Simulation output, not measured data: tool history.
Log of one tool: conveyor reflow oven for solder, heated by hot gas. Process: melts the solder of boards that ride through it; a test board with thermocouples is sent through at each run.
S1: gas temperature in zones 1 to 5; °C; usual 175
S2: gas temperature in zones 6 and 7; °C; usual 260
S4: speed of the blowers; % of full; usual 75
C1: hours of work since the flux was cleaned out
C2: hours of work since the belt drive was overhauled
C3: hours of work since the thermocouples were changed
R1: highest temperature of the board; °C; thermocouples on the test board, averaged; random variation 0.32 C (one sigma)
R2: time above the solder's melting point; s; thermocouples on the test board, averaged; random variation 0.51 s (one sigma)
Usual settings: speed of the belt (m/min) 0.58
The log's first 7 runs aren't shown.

{"hour": 366.1, "done": "flux residue cleaned out of gas plates and filters"}
{"run": 8, "hour": 377.9, "S1": 175, "S2": 264, "speed of the belt (m/min)": 0.58, "S4": 75, "C1": 7, "C2": 553, "C3": 477, "R1": 250.4, "R2": 53.4}
{"run": 9, "hour": 412.6, "S1": 175, "S2": 264, "speed of the belt (m/min)": 0.58, "S4": 75, "C1": 26, "C2": 572, "C3": 496, "R1": 251, "R2": 53.7}
{"run": 10, "hour": 444.5, "S1": 175, "S2": 260, "speed of the belt (m/min)": 0.671, "S4": 75, "C1": 43, "C2": 590, "C3": 514, "R1": 242.9, "R2": 40.6}
{"run": 11, "hour": 494.5, "S1": 175, "S2": 260, "speed of the belt (m/min)": 0.671, "S4": 75, "C1": 71, "C2": 617, "C3": 542, "R1": 242.7, "R2": 40.9}
{"run": 12, "hour": 541.9, "S1": 175, "S2": 260, "speed of the belt (m/min)": 0.671, "S4": 75, "C1": 97, "C2": 644, "C3": 568, "R1": 242.3, "R2": 40}
{"run": 13, "hour": 604.8, "S1": 171, "S2": 260, "speed of the belt (m/min)": 0.671, "S4": 75, "C1": 132, "C2": 679, "C3": 603, "R1": 242.2, "R2": 37.8}
{"run": 14, "hour": 637.7, "S1": 171, "S2": 260, "speed of the belt (m/min)": 0.671, "S4": 75, "C1": 151, "C2": 697, "C3": 621, "R1": 241.3, "R2": 38.2}
{"hour": 697.1, "done": "flux residue cleaned out of gas plates and filters"}
{"run": 15, "hour": 705.7, "S1": 175, "S2": 259, "speed of the belt (m/min)": 0.58, "S4": 75, "C1": 5, "C2": 732, "C3": 656, "R1": 246.1, "R2": 51.5}
{"run": 16, "hour": 756.8, "S1": 175, "S2": 259, "speed of the belt (m/min)": 0.58, "S4": 75, "C1": 33, "C2": 760, "C3": 684, "R1": 246.4, "R2": 51}
{"run": 17, "hour": 805.7, "S1": 175, "S2": 259, "speed of the belt (m/min)": 0.58, "S4": 75, "C1": 60, "C2": 787, "C3": 712, "R1": 245.5, "R2": 50.6}
{"hour": 849.8, "done": "thermocouples of zones 6 and 7 changed"}
{"run": 18, "hour": 852.8, "S1": 175, "S2": 259, "speed of the belt (m/min)": 0.58, "S4": 75, "C1": 85, "C2": 812, "C3": 2, "R1": 245.3, "R2": 51.4}
{"run": 19, "hour": 908.1, "S1": 175, "S2": 260, "speed of the belt (m/min)": 0.58, "S4": 72, "C1": 116, "C2": 843, "C3": 32, "R1": 246.4, "R2": 51.1}
{"run": 20, "hour": 956.2, "S1": 175, "S2": 260, "speed of the belt (m/min)": 0.58, "S4": 72, "C1": 143, "C2": 870, "C3": 59, "R1": 245.9, "R2": 50.9}
{"run": 21, "hour": 1020.8, "S1": 186, "S2": 268, "speed of the belt (m/min)": 0.512, "S4": 72, "C1": 178, "C2": 905, "C3": 95, "R1": 257.8, "R2": 71.2}
{"hour": 1030.0, "done": "flux residue cleaned out of gas plates and filters"}
{"run": 22, "hour": 1092.7, "S1": 186, "S2": 268, "speed of the belt (m/min)": 0.512, "S4": 72, "C1": 35, "C2": 942, "C3": 132, "R1": 258.2, "R2": 71.5}
{"run": 23, "hour": 1131.2, "S1": 165, "S2": 260, "speed of the belt (m/min)": 0.549, "S4": 75, "C1": 56, "C2": 964, "C3": 153, "R1": 246.5, "R2": 51.7}
{"run": 24, "hour": 1182.6, "S1": 165, "S2": 260, "speed of the belt (m/min)": 0.549, "S4": 75, "C1": 85, "C2": 992, "C3": 182, "R1": 246.9, "R2": 51}
{"run": 25, "hour": 1249.9, "S1": 175, "S2": 263, "speed of the belt (m/min)": 0.58, "S4": 66, "C1": 122, "C2": 1030, "C3": 219, "R1": 247.1, "R2": 52.3}
{"run": 26, "hour": 1295.4, "S1": 179, "S2": 266, "speed of the belt (m/min)": 0.672, "S4": 89, "C1": 147, "C2": 1055, "C3": 244, "R1": 251.3, "R2": 47.5}
{"run": 27, "hour": 1349.1, "S1": 175, "S2": 257, "speed of the belt (m/min)": 0.58, "S4": 75, "C1": 177, "C2": 1085, "C3": 274, "R1": 244.3, "R2": 49.3}
{"hour": 1358.8, "done": "flux residue cleaned out of gas plates and filters"}
{"hour": 1370.5, "done": "belt drive overhauled, speed set with a stopwatch"}
{"run": 28, "hour": 1397.9, "S1": 168, "S2": 270, "speed of the belt (m/min)": 0.554, "S4": 84, "C1": 19, "C2": 15, "C3": 296, "R1": 257.3, "R2": 59.3}
{"run": 29, "hour": 1426.9, "S1": 175, "S2": 274, "speed of the belt (m/min)": 0.562, "S4": 86, "C1": 36, "C2": 31, "C3": 312, "R1": 262.2, "R2": 63.2}
{"run": 30, "hour": 1457.7, "S1": 175, "S2": 274, "speed of the belt (m/min)": 0.562, "S4": 86, "C1": 53, "C2": 48, "C3": 329, "R1": 261.4, "R2": 61.6}

Forecast each of these 3 alternatives for the next run:
{"run": "A", "hour": 1508.9, "S1": 163, "S2": 274, "speed of the belt (m/min)": 0.684, "S4": 51, "C1": 81, "C2": 77, "C3": 358, "R1": "?", "R2": "?"}
{"run": "B", "hour": 1508.9, "S1": 175, "S2": 251, "speed of the belt (m/min)": 0.547, "S4": 55, "C1": 81, "C2": 77, "C3": 358, "R1": "?", "R2": "?"}
{"run": "C", "hour": 1508.9, "S1": 180, "S2": 274, "speed of the belt (m/min)": 0.596, "S4": 86, "C1": 81, "C2": 77, "C3": 358, "R1": "?", "R2": "?"}

run=A R1=243.4 R2=34.9
run=B R1=236.6 R2=43.8
run=C R1=260.4 R2=59.9
Without the tool's hidden state the same runs would have given:
run=A R1=243.4 R2=35
run=B R1=236.6 R2=43.8
run=C R1=260.5 R2=59.9

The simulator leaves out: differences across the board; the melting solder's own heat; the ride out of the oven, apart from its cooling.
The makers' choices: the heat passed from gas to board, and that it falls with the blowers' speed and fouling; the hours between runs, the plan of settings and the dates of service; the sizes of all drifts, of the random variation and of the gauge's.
